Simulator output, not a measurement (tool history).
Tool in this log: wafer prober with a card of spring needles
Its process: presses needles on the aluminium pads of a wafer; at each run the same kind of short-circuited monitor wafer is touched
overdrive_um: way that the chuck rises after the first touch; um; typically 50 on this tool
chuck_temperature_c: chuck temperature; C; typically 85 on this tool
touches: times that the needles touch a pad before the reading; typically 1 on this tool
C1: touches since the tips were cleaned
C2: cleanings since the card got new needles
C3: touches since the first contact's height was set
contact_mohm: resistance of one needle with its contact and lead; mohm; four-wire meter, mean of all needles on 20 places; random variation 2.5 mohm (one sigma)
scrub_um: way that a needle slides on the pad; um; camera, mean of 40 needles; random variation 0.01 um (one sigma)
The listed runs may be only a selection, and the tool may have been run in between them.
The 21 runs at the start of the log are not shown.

-- hour=259.5 tips cleaned on abrasive film
run 22 hour=261.6 | overdrive_um=55 chuck_temperature_c=123 touches=2 | C1=1130 C2=32 C3=128429 | contact_mohm=303 scrub_um=13.36
run 23 hour=274.8 | overdrive_um=34 chuck_temperature_c=44 touches=2 | C1=8340 C2=32 C3=135639 | contact_mohm=294 scrub_um=8.24
-- hour=276.4 tips cleaned on abrasive film
run 24 hour=288.4 | overdrive_um=67 chuck_temperature_c=85 touches=2 | C1=6575 C2=33 C3=143041 | contact_mohm=283 scrub_um=16.22
-- hour=292.0 tips cleaned on abrasive film
run 25 hour=302.6 | overdrive_um=67 chuck_temperature_c=85 touches=2 | C1=5773 C2=34 C3=150766 | contact_mohm=287 scrub_um=16.19
-- hour=308.7 tips cleaned on abrasive film
run 26 hour=313.5 | overdrive_um=50 chuck_temperature_c=85 touches=2 | C1=2606 C2=35 C3=156685 | contact_mohm=291 scrub_um=12.06
-- hour=325.3 tips cleaned on abrasive film
run 27 hour=327.5 | overdrive_um=50 chuck_temperature_c=85 touches=2 | C1=1192 C2=36 C3=164279 | contact_mohm=290 scrub_um=12.06
-- hour=339.0 height of the first contact set anew
-- hour=341.3 tips cleaned on abrasive film
run 28 hour=344.6 | overdrive_um=50 chuck_temperature_c=85 touches=2 | C1=1842 C2=37 C3=3047 | contact_mohm=293 scrub_um=12.02
-- hour=357.0 tips cleaned on abrasive film
run 29 hour=359.9 | overdrive_um=50 chuck_temperature_c=85 touches=2 | C1=1610 C2=38 C3=11377 | contact_mohm=298 scrub_um=11.98
run 30 hour=368.0 | overdrive_um=54 chuck_temperature_c=33 touches=1 | C1=6015 C2=38 C3=15782 | contact_mohm=273 scrub_um=12.92
-- hour=373.4 tips cleaned on abrasive film
run 31 hour=377.6 | overdrive_um=36 chuck_temperature_c=94 touches=2 | C1=2314 C2=39 C3=21020 | contact_mohm=309 scrub_um=8.60
run 32 hour=386.2 | overdrive_um=36 chuck_temperature_c=94 touches=2 | C1=7030 C2=39 C3=25736 | contact_mohm=312 scrub_um=8.59
-- hour=389.4 tips cleaned on abrasive film
run 33 hour=398.7 | overdrive_um=33 chuck_temperature_c=72 touches=2 | C1=5099 C2=40 C3=32509 | contact_mohm=306 scrub_um=7.88
-- hour=405.1 tips cleaned on abrasive film
run 34 hour=414.6 | overdrive_um=31 chuck_temperature_c=81 touches=2 | C1=5234 C2=41 C3=41173 | contact_mohm=315 scrub_um=7.36

Alternative continuations, all from the tool just after run 34; predict every row:
-- hour=421.8 tips cleaned on abrasive film
run A hour=425.3 | overdrive_um=50 chuck_temperature_c=123 touches=1 | C1=1963 C2=42 C3=46993 | contact_mohm=? scrub_um=?
-- hour=421.8 tips cleaned on abrasive film
run B hour=425.3 | overdrive_um=50 chuck_temperature_c=85 touches=1 | C1=1963 C2=42 C3=46993 | contact_mohm=? scrub_um=?
-- hour=421.8 tips cleaned on abrasive film
run C hour=425.3 | overdrive_um=56 chuck_temperature_c=96 touches=1 | C1=1963 C2=42 C3=46993 | contact_mohm=? scrub_um=?

run=A contact_mohm=301 scrub_um=11.89
run=B contact_mohm=294 scrub_um=11.85
run=C contact_mohm=295 scrub_um=13.31
The same runs, with their run-to-run variation unchanged, on a tool lacking any hidden condition would have given:
run=A contact_mohm=301 scrub_um=12.28
run=B contact_mohm=294 scrub_um=12.24
run=C contact_mohm=295 scrub_um=13.75
